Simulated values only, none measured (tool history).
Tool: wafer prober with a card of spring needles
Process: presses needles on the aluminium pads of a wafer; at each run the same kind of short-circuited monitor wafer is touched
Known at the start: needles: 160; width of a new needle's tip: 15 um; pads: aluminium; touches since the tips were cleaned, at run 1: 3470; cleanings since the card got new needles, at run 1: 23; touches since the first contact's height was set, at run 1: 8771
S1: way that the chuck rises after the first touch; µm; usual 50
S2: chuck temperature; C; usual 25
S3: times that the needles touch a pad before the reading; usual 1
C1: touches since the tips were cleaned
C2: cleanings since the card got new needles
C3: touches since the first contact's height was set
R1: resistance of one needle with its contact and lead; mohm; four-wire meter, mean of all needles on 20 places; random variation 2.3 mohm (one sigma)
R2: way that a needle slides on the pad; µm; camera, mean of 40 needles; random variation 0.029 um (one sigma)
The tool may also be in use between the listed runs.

{"run": 1, "hour": 0.0, "S1": 50, "S2": 25, "S3": 1, "C1": 3470, "C2": 23, "C3": 8771, "R1": 404, "R2": 8.55}
{"hour": 3.0, "done": "tips cleaned on abrasive film"}
{"run": 2, "hour": 14.5, "S1": 50, "S2": 25, "S3": 1, "C1": 3716, "C2": 24, "C3": 13438, "R1": 451, "R2": 8.54}
{"hour": 17.3, "done": "tips cleaned on abrasive film"}
{"run": 3, "hour": 28.8, "S1": 50, "S2": 25, "S3": 1, "C1": 3715, "C2": 25, "C3": 18039, "R1": 414, "R2": 8.53}
{"hour": 30.9, "done": "tips cleaned on abrasive film"}
{"run": 4, "hour": 43.7, "S1": 50, "S2": 25, "S3": 1, "C1": 4130, "C2": 26, "C3": 22828, "R1": 422, "R2": 8.57}
{"hour": 44.5, "done": "tips cleaned on abrasive film"}
{"run": 5, "hour": 50.6, "S1": 50, "S2": 25, "S3": 1, "C1": 1977, "C2": 27, "C3": 25049, "R1": 378, "R2": 8.54}
{"hour": 58.8, "done": "tips cleaned on abrasive film"}
{"hour": 59.6, "done": "tips cleaned on abrasive film, once more"}
{"run": 6, "hour": 64.3, "S1": 50, "S2": 25, "S3": 1, "C1": 1554, "C2": 29, "C3": 29436, "R1": 354, "R2": 8.5}
{"hour": 73.0, "done": "tips cleaned on abrasive film"}
{"run": 7, "hour": 73.9, "S1": 50, "S2": 94, "S3": 1, "C1": 291, "C2": 30, "C3": 32491, "R1": 307, "R2": 8.53}
{"run": 8, "hour": 84.1, "S1": 50, "S2": 25, "S3": 1, "C1": 3601, "C2": 30, "C3": 35801, "R1": 416, "R2": 8.48}
{"hour": 86.7, "done": "tips cleaned on abrasive film"}
{"run": 9, "hour": 97.4, "S1": 50, "S2": 25, "S3": 1, "C1": 3467, "C2": 31, "C3": 40100, "R1": 417, "R2": 8.49}
{"hour": 101.2, "done": "tips cleaned on abrasive film"}
{"run": 10, "hour": 104.8, "S1": 50, "S2": 86, "S3": 1, "C1": 1159, "C2": 32, "C3": 42443, "R1": 356, "R2": 8.5}
{"run": 11, "hour": 111.9, "S1": 50, "S2": 86, "S3": 1, "C1": 3476, "C2": 32, "C3": 44760, "R1": 418, "R2": 8.52}
{"hour": 114.8, "done": "tips cleaned on abrasive film"}
{"run": 12, "hour": 125.9, "S1": 39, "S2": 49, "S3": 1, "C1": 3594, "C2": 33, "C3": 49257, "R1": 508, "R2": 6.61}
{"hour": 128.5, "done": "tips cleaned on abrasive film"}
{"run": 13, "hour": 134.3, "S1": 44, "S2": 104, "S3": 2, "C1": 1888, "C2": 34, "C3": 51958, "R1": 362, "R2": 7.46}
{"hour": 142.7, "done": "tips cleaned on abrasive film"}
{"run": 14, "hour": 144.6, "S1": 44, "S2": 104, "S3": 2, "C1": 613, "C2": 35, "C3": 55243, "R1": 320, "R2": 7.44}
{"hour": 156.2, "done": "tips cleaned on abrasive film"}
{"run": 15, "hour": 156.4, "S1": 44, "S2": 104, "S3": 2, "C1": 51, "C2": 36, "C3": 59040, "R1": 301, "R2": 7.4}
{"run": 16, "hour": 165.3, "S1": 44, "S2": 104, "S3": 2, "C1": 2938, "C2": 36, "C3": 61927, "R1": 379, "R2": 7.39}
{"hour": 169.8, "done": "tips cleaned on abrasive film"}
{"run": 17, "hour": 175.6, "S1": 67, "S2": 60, "S3": 1, "C1": 1886, "C2": 37, "C3": 65232, "R1": 327, "R2": 11.37}
{"hour": 184.1, "done": "tips cleaned on abrasive film"}
{"run": 18, "hour": 190.9, "S1": 63, "S2": 29, "S3": 2, "C1": 2224, "C2": 38, "C3": 70177, "R1": 309, "R2": 10.61}
{"hour": 197.3, "done": "tips cleaned on abrasive film"}
{"run": 19, "hour": 206.2, "S1": 58, "S2": 31, "S3": 2, "C1": 2909, "C2": 39, "C3": 75111, "R1": 318, "R2": 9.76}

Forecast each of these 4 alternatives for the next run:
{"hour": 211.2, "done": "tips cleaned on abrasive film"}
{"run": "A", "hour": 215.3, "S1": 48, "S2": 25, "S3": 3, "C1": 1351, "C2": 40, "C3": 78024, "R1": "?", "R2": "?"}
{"hour": 211.2, "done": "tips cleaned on abrasive film"}
{"run": "B", "hour": 215.3, "S1": 58, "S2": 47, "S3": 1, "C1": 1351, "C2": 40, "C3": 78024, "R1": "?", "R2": "?"}
{"hour": 211.2, "done": "tips cleaned on abrasive film"}
{"run": "C", "hour": 215.3, "S1": 57, "S2": 26, "S3": 2, "C1": 1351, "C2": 40, "C3": 78024, "R1": "?", "R2": "?"}
{"hour": 211.2, "done": "tips cleaned on abrasive film"}
{"run": "D", "hour": 215.3, "S1": 50, "S2": 71, "S3": 2, "C1": 1351, "C2": 40, "C3": 78024, "R1": "?", "R2": "?"}

run=A R1=300 R2=8.04
run=B R1=335 R2=9.77
run=C R1=303 R2=9.66
run=D R1=319 R2=8.4
Without the tool's hidden state the same runs would have given:
run=A R1=260 R2=8.2
run=B R1=260 R2=9.93
run=C R1=255 R2=9.82
run=D R1=263 R2=8.56
